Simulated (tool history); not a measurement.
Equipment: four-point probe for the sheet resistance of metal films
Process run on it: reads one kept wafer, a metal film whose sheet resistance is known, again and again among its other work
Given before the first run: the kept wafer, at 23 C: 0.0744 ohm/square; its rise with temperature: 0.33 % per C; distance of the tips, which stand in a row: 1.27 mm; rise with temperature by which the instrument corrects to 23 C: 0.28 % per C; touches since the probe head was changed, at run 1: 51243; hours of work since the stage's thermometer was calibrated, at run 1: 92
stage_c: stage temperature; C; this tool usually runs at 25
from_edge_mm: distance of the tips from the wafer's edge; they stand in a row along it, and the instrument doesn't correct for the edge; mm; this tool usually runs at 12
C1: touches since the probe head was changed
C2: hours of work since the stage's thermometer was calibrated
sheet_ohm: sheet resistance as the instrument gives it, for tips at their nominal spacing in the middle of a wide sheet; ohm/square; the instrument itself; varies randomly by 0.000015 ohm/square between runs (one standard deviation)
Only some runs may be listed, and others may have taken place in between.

run 1 hour=0.0 | stage_c=25 from_edge_mm=12 | C1=51243 C2=92 | sheet_ohm=0.074931
run 2 hour=13.9 | stage_c=25 from_edge_mm=12 | C1=51837 C2=100 | sheet_ohm=0.074940
run 3 hour=25.8 | stage_c=25 from_edge_mm=12 | C1=52349 C2=107 | sheet_ohm=0.074947
run 4 hour=35.7 | stage_c=18 from_edge_mm=12 | C1=52775 C2=112 | sheet_ohm=0.074620
run 5 hour=45.9 | stage_c=18 from_edge_mm=12 | C1=53209 C2=118 | sheet_ohm=0.074646
run 6 hour=58.9 | stage_c=18 from_edge_mm=12 | C1=53770 C2=125 | sheet_ohm=0.074652
run 7 hour=68.0 | stage_c=18 from_edge_mm=13 | C1=54159 C2=130 | sheet_ohm=0.074590
run 8 hour=80.3 | stage_c=18 from_edge_mm=13 | C1=54686 C2=137 | sheet_ohm=0.074598
run 9 hour=90.9 | stage_c=18 from_edge_mm=13 | C1=55141 C2=143 | sheet_ohm=0.074597

Estimate the outcome of run 10 from the log above:
run 10 hour=99.6 | stage_c=33 from_edge_mm=8 | C1=55515 C2=148 | sheet_ohm=?

Run 10 came out at sheet_ohm 0.075823 ohm/square.
On a tool with no hidden condition, and with the same random variation, this run would have come out at sheet_ohm 0.075808 ohm/square.

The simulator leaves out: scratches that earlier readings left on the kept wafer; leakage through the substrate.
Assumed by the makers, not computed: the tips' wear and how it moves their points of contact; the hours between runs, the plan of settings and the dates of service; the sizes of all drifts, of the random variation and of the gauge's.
